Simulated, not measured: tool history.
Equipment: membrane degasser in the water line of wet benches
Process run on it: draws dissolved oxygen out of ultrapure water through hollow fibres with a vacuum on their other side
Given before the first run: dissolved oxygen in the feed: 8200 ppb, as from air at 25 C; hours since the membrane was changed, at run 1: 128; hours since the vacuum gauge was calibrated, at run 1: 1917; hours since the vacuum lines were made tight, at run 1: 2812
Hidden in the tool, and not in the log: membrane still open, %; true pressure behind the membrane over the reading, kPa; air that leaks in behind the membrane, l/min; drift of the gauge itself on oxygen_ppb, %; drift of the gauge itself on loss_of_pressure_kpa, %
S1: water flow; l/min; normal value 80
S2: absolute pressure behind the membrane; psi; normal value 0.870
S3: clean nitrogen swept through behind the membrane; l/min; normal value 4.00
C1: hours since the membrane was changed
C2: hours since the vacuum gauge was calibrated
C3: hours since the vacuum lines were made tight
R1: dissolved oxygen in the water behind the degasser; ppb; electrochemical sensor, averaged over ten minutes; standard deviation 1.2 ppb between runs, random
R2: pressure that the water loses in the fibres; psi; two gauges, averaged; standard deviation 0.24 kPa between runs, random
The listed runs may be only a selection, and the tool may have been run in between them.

run 1 hour=0.0 | S1=80 S2=0.870 S3=4.00 | C1=128 C2=1917 C3=2812 | R1=142.3 R2=8.839
run 2 hour=87.8 | S1=80 S2=0.870 S3=4.00 | C1=216 C2=2005 C3=2899 | R1=144.0 R2=8.846
run 3 hour=142.3 | S1=80 S2=0.870 S3=4.00 | C1=270 C2=2059 C3=2954 | R1=143.5 R2=8.910
run 4 hour=214.6 | S1=80 S2=0.870 S3=7.54 | C1=343 C2=2132 C3=3026 | R1=87.8 R2=8.910
run 5 hour=323.7 | S1=60 S2=0.870 S3=7.54 | C1=452 C2=2241 C3=3135 | R1=59.8 R2=6.686
run 6 hour=433.8 | S1=60 S2=0.870 S3=7.54 | C1=562 C2=2351 C3=3245 | R1=59.5 R2=6.711
run 7 hour=495.8 | S1=60 S2=0.870 S3=7.54 | C1=624 C2=2413 C3=3307 | R1=60.5 R2=6.675
run 8 hour=599.3 | S1=80 S2=0.870 S3=5.77 | C1=728 C2=2516 C3=3411 | R1=108.9 R2=8.952
run 9 hour=720.3 | S1=123 S2=0.870 S3=4.00 | C1=849 C2=2638 C3=3532 | R1=267.4 R2=13.779
run 10 hour=834.8 | S1=80 S2=0.870 S3=4.00 | C1=963 C2=2752 C3=3646 | R1=146.9 R2=8.946
run 11 hour=951.6 | S1=80 S2=0.870 S3=4.00 | C1=1080 C2=2869 C3=3763 | R1=146.1 R2=8.930
run 12 hour=1037.5 | S1=80 S2=0.870 S3=4.00 | C1=1166 C2=2955 C3=3849 | R1=146.1 R2=8.960
run 13 hour=1116.6 | S1=80 S2=0.870 S3=4.00 | C1=1245 C2=3034 C3=3928 | R1=148.4 R2=8.934
run 14 hour=1247.1 | S1=80 S2=0.870 S3=4.00 | C1=1375 C2=3164 C3=4059 | R1=147.1 R2=8.920
run 15 hour=1364.0 | S1=80 S2=0.870 S3=4.00 | C1=1492 C2=3281 C3=4176 | R1=148.1 R2=9.034
run 16 hour=1448.4 | S1=80 S2=0.870 S3=4.00 | C1=1577 C2=3366 C3=4260 | R1=149.0 R2=8.998
run 17 hour=1552.1 | S1=59 S2=0.542 S3=2.18 | C1=1680 C2=3469 C3=4364 | R1=47.4 R2=6.583
run 18 hour=1667.4 | S1=111 S2=0.586 S3=2.17 | C1=1796 C2=3585 C3=4479 | R1=163.2 R2=12.518
run 19 hour=1784.2 | S1=65 S2=1.020 S3=10.21 | C1=1912 C2=3701 C3=4596 | R1=67.7 R2=7.298
run 20 hour=1891.6 | S1=94 S2=0.834 S3=4.20 | C1=2020 C2=3809 C3=4703 | R1=168.2 R2=10.595
run 21 hour=2008.3 | S1=94 S2=0.834 S3=4.20 | C1=2137 C2=3925 C3=4820 | R1=172.8 R2=10.628
run 22 hour=2131.0 | S1=72 S2=0.870 S3=1.75 | C1=2259 C2=4048 C3=4943 | R1=254.4 R2=8.118
run 23 hour=2252.0 | S1=72 S2=0.870 S3=1.75 | C1=2380 C2=4169 C3=5064 | R1=255.2 R2=8.140
run 24 hour=2378.2 | S1=127 S2=0.870 S3=4.00 | C1=2506 C2=4295 C3=5190 | R1=295.4 R2=14.382
run 25 hour=2477.2 | S1=127 S2=0.870 S3=4.00 | C1=2605 C2=4394 C3=5289 | R1=292.9 R2=14.414

Estimate the outcome of run 26 from the log above:
run 26 hour=2588.9 | S1=57 S2=0.996 S3=6.76 | C1=2717 C2=4506 C3=5400 | R1=? R2=?

{"run 26": {"R1": 82.4, "R2": 6.477}}
With the hidden condition absent and the run-to-run variation left alone, this run would have shown R1 75.7 ppb, R2 6.334 psi.
